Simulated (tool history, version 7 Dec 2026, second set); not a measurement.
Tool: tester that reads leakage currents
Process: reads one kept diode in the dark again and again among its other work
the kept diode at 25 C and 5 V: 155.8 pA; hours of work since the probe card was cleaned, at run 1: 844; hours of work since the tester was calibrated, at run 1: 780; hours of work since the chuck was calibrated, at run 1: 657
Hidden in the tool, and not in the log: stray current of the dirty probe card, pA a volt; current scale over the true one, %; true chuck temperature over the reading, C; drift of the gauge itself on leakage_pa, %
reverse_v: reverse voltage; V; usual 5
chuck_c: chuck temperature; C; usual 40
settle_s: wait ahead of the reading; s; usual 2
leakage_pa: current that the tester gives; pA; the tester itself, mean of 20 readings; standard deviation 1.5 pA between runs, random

run	hour	reverse_v	chuck_c	settle_s	hours of work since the probe card was cleaned	hours of work since the tester was calibrated	hours of work since the chuck was calibrated	leakage_pa
1	0	5	40	2	844	780	657	549.33
2	36.7	5	40	2	870	806	683	549.94
3	72.3	5	40	2	896	832	709	545.91
4	113.7	5	40	2	927	863	740	547.89
5	157.7	5	40	2	959	895	772	545.53
# hour 194: chuck's temperature calibrated
6	207.1	5	40	2	994	930	10	581.21
7	245	5	40	7.15	1021	957	37	578.95
8	273.9	5	40	7.15	1042	978	58	577.33
9	317.6	5	40	7.15	1074	1010	90	573.05
10	356.8	5	40	7.15	1103	1039	119	575.61
11	388.5	5	40	2	1126	1062	142	574.47
12	436	5	40	2	1161	1097	177	575.1
13	463.6	5	26	2	1181	1117	197	170.12
14	491.5	5	26	2	1201	1137	217	169.83
15	532	5	26	2	1231	1167	247	168.53
16	573.6	5	40	2	1261	1197	278	568.37
17	598.8	5	40	2	1280	1216	296	568.07
18	634.3	5	40	2	1306	1242	322	569.91
19	679.2	3.78	35	2	1339	1275	355	328.84
20	728.3	4.79	35	0.98	1375	1311	391	364.59
21	751.1	6.29	35	3.12	1391	1327	407	409.18
22	797.5	6.29	35	3.12	1425	1361	441	408.46
23	829.5	14.07	47	2	1449	1385	465	1563.35
24	869.4	14.07	21	1.19	1478	1414	494	171.92
25	914.3	14.07	21	1.19	1511	1447	527	171.13
26	959.1	8.41	52	2	1543	1479	559	1837.34
27	981.4	1.65	60	0.55	1560	1496	576	1683.02
28	1015.8	12.56	40	0.75	1585	1521	601	832.37
29	1041.9	2.34	43	2	1604	1540	620	513.19
30	1064.9	7.06	23	7.3	1621	1557	637	147.92
31	1099.8	2.79	35	2	1646	1582	662	282.71
32	1146.1	16.02	25	5.06	1680	1616	696	255.74
33	1168.5	16.02	25	5.06	1697	1633	713	257.51
34	1202.8	5	28	0.52	1722	1658	738	195.94
35	1250	5	28	0.52	1756	1692	772	196.27
# hour 1286.7: chuck's temperature calibrated
36	1286.7	5	28	0.52	1781	1717	0	208.89

Alternative continuations, all from the tool just after run 36; predict every row:
A	1321.8	4.5	40	0.41	1807	1743	26	?
B	1321.8	1.58	25	2.54	1807	1743	26	?
C	1321.8	1.24	28	2.31	1807	1743	26	?

run	leakage_pa
A	555.46
B	95.75
C	112.66
Take away the tool's hidden state, keep each run's random variation, and the runs would have read:
run	leakage_pa
A	559.21
B	95.53
C	113.09
